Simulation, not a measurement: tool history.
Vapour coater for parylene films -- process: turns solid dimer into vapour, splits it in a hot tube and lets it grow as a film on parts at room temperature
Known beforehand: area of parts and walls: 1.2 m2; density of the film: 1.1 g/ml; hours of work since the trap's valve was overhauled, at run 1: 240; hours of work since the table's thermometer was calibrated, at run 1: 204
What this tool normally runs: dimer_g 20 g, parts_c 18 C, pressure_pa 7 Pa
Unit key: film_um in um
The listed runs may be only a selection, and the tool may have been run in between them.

run	day	dimer_g	parts_c	pressure_pa	hours of work since the trap's valve was overhauled	hours of work since the table's thermometer was calibrated	film_um
1	0	20	18	7	240	204	9.58
2	1.254	20	10	7	265	229	11.21
3	2.583	13	10	7	291	256	7.34
4	3.867	13	15	7	317	281	6.45
5	5.121	13	15	4.08	342	306	7.2
6	6.262	13	15	4.08	364	329	7.24
7	7.512	13	15	4.08	389	354	7.05
8	8.475	20	18	7	408	373	9.18
9	9.546	20	18	7	430	395	8.88
10	10.754	20	15	7	454	419	9.58
11	11.662	11	18	7	472	437	4.91
12	12.475	11	18	7	488	453	4.9
# day 13.492: trap's valve overhauled
13	13.767	20	18	7	5	475	10.02
14	14.8	20	18	7	26	496	9.9
15	16.325	11	18	7	56	526	5.48
# day 16.438: table's thermometer calibrated
16	17.479	23	18	7	79	21	11.5
17	18.908	20	18	7	107	49	9.86
18	20.379	20	18	7	136	79	9.78
19	21.112	20	18	7	151	93	9.71
20	22.675	20	18	7	182	124	9.82
# day 23.596: table's thermometer calibrated, once more
21	23.596	20	18	7	200	0	9.4
22	24.721	13	18	7	222	22	6.08
23	26.004	13	18	7	248	48	6.08
24	26.842	13	18	7	264	65	6.04
25	27.654	13	18	7	280	81	6.01
26	29	11	18	6.62	307	108	5.11
27	29.933	17	15	2.69	326	126	10.11
28	30.567	30	12	4.67	339	139	16.96
29	31.254	30	12	4.67	352	153	16.75
30	31.975	30	12	4.67	367	167	16.87
31	32.933	18	12	4	386	186	10.42
32	33.738	14	27	7	402	202	5.18
33	35.196	13	15	3.41	431	231	7.18
34	36.079	13	15	9.68	448	249	5.57
35	37.6	29	18	11.96	479	279	11.43
36	38.383	29	18	11.96	494	295	11.12
# day 39.05: trap's valve overhauled
37	39.596	29	18	11.96	11	315	12.93
38	40.696	18	11	4.54	33	337	11.49
39	41.646	18	11	4.54	52	356	11.35
40	42.596	14	18	6.19	71	375	7.12
41	43.65	16	18	5.28	92	396	8.37
42	44.55	9	28	2.35	110	414	4.58
43	45.762	28	18	3.02	134	438	16.37
44	47.312	28	18	3.02	165	469	16.28
45	48.829	11	12	3.06	195	499	7.14
46	50.112	20	20	7	220	525	9.24

4 options for the next run, each taken on its own from the tool as it stands now. Forecast them:
A	50.912	20	14	9.1	236	541	?
B	50.912	16	11	10.87	236	541	?
C	50.912	20	18	8.62	236	541	?
D	50.912	20	11	7	236	541	?

run	film_um
A	9.92
B	8.08
C	9.12
D	10.89
Without the tool's hidden state the same runs would have given:
run	film_um
A	10.47
B	8.53
C	9.63
D	11.51
